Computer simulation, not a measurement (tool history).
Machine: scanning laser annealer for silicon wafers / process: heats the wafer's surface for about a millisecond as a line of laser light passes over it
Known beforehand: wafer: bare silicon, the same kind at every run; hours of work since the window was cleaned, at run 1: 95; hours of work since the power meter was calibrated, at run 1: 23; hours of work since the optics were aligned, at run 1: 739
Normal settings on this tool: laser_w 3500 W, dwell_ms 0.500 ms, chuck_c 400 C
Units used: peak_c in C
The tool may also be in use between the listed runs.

| run | hour | laser_w | dwell_ms | chuck_c | hours of work since the window was cleaned | hours of work since the power meter was calibrated | hours of work since the optics were aligned | peak_c |
|---|---|---|---|---|---|---|---|---|
| 1 | 0.0 | 3500 | 0.500 | 400 | 95 | 23 | 739 | 1100 |
| 2 | 4.7 | 3500 | 0.500 | 398 | 99 | 26 | 742 | 1099 |
| 3 | 10.6 | 3500 | 0.521 | 400 | 103 | 31 | 747 | 1115 |
| 4 | 19.4 | 3500 | 0.541 | 400 | 109 | 37 | 753 | 1127 |
| 5 | 27.5 | 3500 | 0.541 | 400 | 115 | 43 | 759 | 1123 |
| 6 | 35.8 | 3500 | 0.500 | 430 | 121 | 49 | 765 | 1131 |
| 7 | 41.4 | 3500 | 0.500 | 394 | 126 | 53 | 769 | 1096 |
| 8 | 50.3 | 3500 | 0.500 | 394 | 132 | 60 | 776 | 1094 |
| 9 | 54.9 | 3500 | 0.500 | 394 | 135 | 63 | 779 | 1095 |
| 10 | 63.8 | 3500 | 0.519 | 400 | 142 | 69 | 785 | 1113 |
| 11 | 69.6 | 3500 | 0.519 | 400 | 146 | 74 | 790 | 1109 |
| 12 | 77.4 | 3500 | 0.519 | 400 | 152 | 79 | 795 | 1109 |
| 13 | 81.9 | 3500 | 0.519 | 400 | 155 | 83 | 799 | 1112 |
| 14 | 90.8 | 3238 | 0.500 | 400 | 161 | 89 | 805 | 1045 |
| 15 | 94.6 | 3500 | 0.500 | 400 | 164 | 92 | 808 | 1097 |

Predict the results of run 16:
| 16 | 98.9 | 3622 | 0.448 | 400 | 167 | 95 | 811 | ? |

{"run 16": {"peak_c": 1088}}
Were there no unlogged condition in the tool, this run, its random variation unchanged, would have produced peak_c 1105 C.

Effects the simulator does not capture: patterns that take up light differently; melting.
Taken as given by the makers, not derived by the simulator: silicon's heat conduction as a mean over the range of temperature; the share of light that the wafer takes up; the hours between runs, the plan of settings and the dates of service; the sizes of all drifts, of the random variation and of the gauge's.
